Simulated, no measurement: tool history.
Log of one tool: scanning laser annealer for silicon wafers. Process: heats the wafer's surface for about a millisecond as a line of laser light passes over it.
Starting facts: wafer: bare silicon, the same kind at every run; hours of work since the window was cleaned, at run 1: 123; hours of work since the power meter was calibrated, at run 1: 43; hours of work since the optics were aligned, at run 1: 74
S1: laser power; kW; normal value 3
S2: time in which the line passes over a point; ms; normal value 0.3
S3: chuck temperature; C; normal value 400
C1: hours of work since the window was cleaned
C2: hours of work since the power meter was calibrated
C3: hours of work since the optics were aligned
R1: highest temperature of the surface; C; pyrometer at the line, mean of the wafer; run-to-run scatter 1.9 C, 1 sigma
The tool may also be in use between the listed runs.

run,hour,S1,S2,S3,C1,C2,C3,R1
1,0,3,0.3,400,123,43,74,1133
2,10,3,0.3,400,129,49,80,1135
3,18.1,3.153,0.3,400,134,54,84,1180
4,23.6,3,0.286,400,137,57,87,1113
5,28.8,3,0.3,382,140,60,90,1112
6,34.8,3,0.3,382,144,63,94,1113
# hour 38.3: laser's power meter calibrated
7,47.3,3,0.3,382,149,5,99,1114
8,56.7,2.811,0.216,382,154,11,105,945
9,61.5,2.83,0.263,390,157,13,108,1021
10,71,3,0.221,403,163,19,113,1020
11,81.1,3,0.221,403,169,25,119,1019

Hidden condition of the tool, last listed run before each entry between runs versus first listed run after:
Runs 6 to 7: laser's power meter calibrated (hour 38.3)
  light that passes the window, % of a clean one's: 98.67 -> 98.62; laser's true power over the reading, %: 0.05 -> 0.07; width of the line over the set one, %: 0.42 -> 0.43
  the result without the hidden state subtracted from the measured one, R1: -14 -> -14 C
